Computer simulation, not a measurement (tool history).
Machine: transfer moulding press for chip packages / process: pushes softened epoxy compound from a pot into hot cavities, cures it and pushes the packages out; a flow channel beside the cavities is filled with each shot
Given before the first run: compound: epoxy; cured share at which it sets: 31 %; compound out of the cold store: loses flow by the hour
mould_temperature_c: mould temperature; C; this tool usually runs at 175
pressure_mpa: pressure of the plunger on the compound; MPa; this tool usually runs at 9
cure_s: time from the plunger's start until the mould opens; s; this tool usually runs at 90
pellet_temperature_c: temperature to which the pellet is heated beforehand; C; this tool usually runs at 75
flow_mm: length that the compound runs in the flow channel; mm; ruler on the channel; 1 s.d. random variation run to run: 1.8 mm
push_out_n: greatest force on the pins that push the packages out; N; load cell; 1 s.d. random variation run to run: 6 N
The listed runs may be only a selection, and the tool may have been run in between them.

| run | hour | mould_temperature_c | pressure_mpa | cure_s | pellet_temperature_c | incoming compound's hours out of the cold store | flow_mm | push_out_n |
|---|---|---|---|---|---|---|---|---|
| 1 | 0 | 175 | 9 | 90 | 75 | 42.4 | 634 | 216 |
| 2 | 10 | 175 | 9 | 90 | 75 | 45.5 | 629 | 258 |
| 3 | 17.9 | 175 | 9 | 90 | 75 | 35.1 | 653 | 279 |
| 4 | 28.2 | 175 | 9 | 90 | 75 | 36.5 | 652 | 312 |
| 5 | 38.2 | 175 | 9 | 90 | 75 | 35.7 | 652 | 335 |
| 6 | 48.5 | 175 | 9 | 90 | 75 | 38.7 | 641 | 359 |
| 7 | 56.5 | 175 | 9 | 90 | 75 | 26.8 | 674 | 366 |
| 8 | 64.8 | 175 | 9 | 90 | 75 | 18.7 | 700 | 391 |
|  | 73.5 | cavities cleaned with cleaning compound and waxed |
| 9 | 75.9 | 175 | 9 | 90 | 75 | 34.7 | 651 | 216 |
| 10 | 82.3 | 175 | 9 | 90 | 75 | 12.3 | 722 | 272 |
|  | 85 | mould's thermocouples calibrated |
| 11 | 89.9 | 175 | 9 | 90 | 75 | 15.7 | 706 | 279 |
| 12 | 95.9 | 175 | 9 | 90 | 75 | 41 | 633 | 285 |
| 13 | 105.5 | 175 | 9 | 90 | 69 | 45.5 | 622 | 300 |
| 14 | 111.8 | 175 | 9 | 90 | 69 | 44.2 | 627 | 326 |
|  | 118.1 | mould's thermocouples calibrated, once more |
| 15 | 119.5 | 175 | 9 | 90 | 69 | 28.6 | 671 | 348 |
| 16 | 130.7 | 175 | 9 | 83 | 78 | 19.5 | 695 | 402 |
| 17 | 140.6 | 176 | 7.09 | 122 | 78 | 12.3 | 631 | 336 |
| 18 | 147.1 | 173 | 9 | 76 | 75 | 32.7 | 665 | 595 |
|  | 150.4 | cavities cleaned with cleaning compound and waxed |
| 19 | 158.9 | 173 | 9 | 76 | 75 | 26.8 | 682 | 377 |
| 20 | 166.4 | 173 | 6.9 | 76 | 75 | 38.3 | 566 | 417 |
| 21 | 174.5 | 173 | 6.9 | 76 | 75 | 16.5 | 625 | 487 |
| 22 | 184.7 | 174 | 8.1 | 82 | 71 | 25.6 | 643 | 395 |
| 23 | 194.6 | 176 | 7.49 | 112 | 79 | 47.1 | 559 | 298 |
| 24 | 205 | 176 | 7.49 | 112 | 79 | 43.1 | 568 | 332 |
| 25 | 210.6 | 176 | 7.49 | 112 | 79 | 18.7 | 626 | 311 |
| 26 | 216.6 | 167 | 10.49 | 84 | 84 | 25.7 | 764 | 728 |
|  | 223.3 | cavities cleaned with cleaning compound and waxed |
| 27 | 226.3 | 175 | 9.29 | 110 | 75 | 19.3 | 700 | 202 |
| 28 | 231.5 | 180 | 9.29 | 110 | 67 | 12.9 | 701 | 225 |

5 ways to go on from here, each from the tool as it stands after run 28. What would each give?
| A | 240.4 | 176 | 9 | 90 | 65 | 22 | ? | ? |
| B | 240.4 | 179 | 8.49 | 110 | 67 | 44.6 | ? | ? |
| C | 240.4 | 175 | 7.61 | 90 | 75 | 29.1 | ? | ? |
| D | 240.4 | 179 | 9 | 90 | 75 | 21.2 | ? | ? |
| E | 240.4 | 173 | 7.71 | 101 | 75 | 42.6 | ? | ? |

| run | flow_mm | push_out_n |
|---|---|---|
| A | 677 | 281 |
| B | 589 | 242 |
| C | 606 | 285 |
| D | 668 | 258 |
| E | 586 | 256 |
Stripped of hidden state, with their random variation kept, the same runs would have yielded:
| run | flow_mm | push_out_n |
|---|---|---|
| A | 698 | 226 |
| B | 607 | 191 |
| C | 625 | 229 |
| D | 688 | 206 |
| E | 604 | 204 |
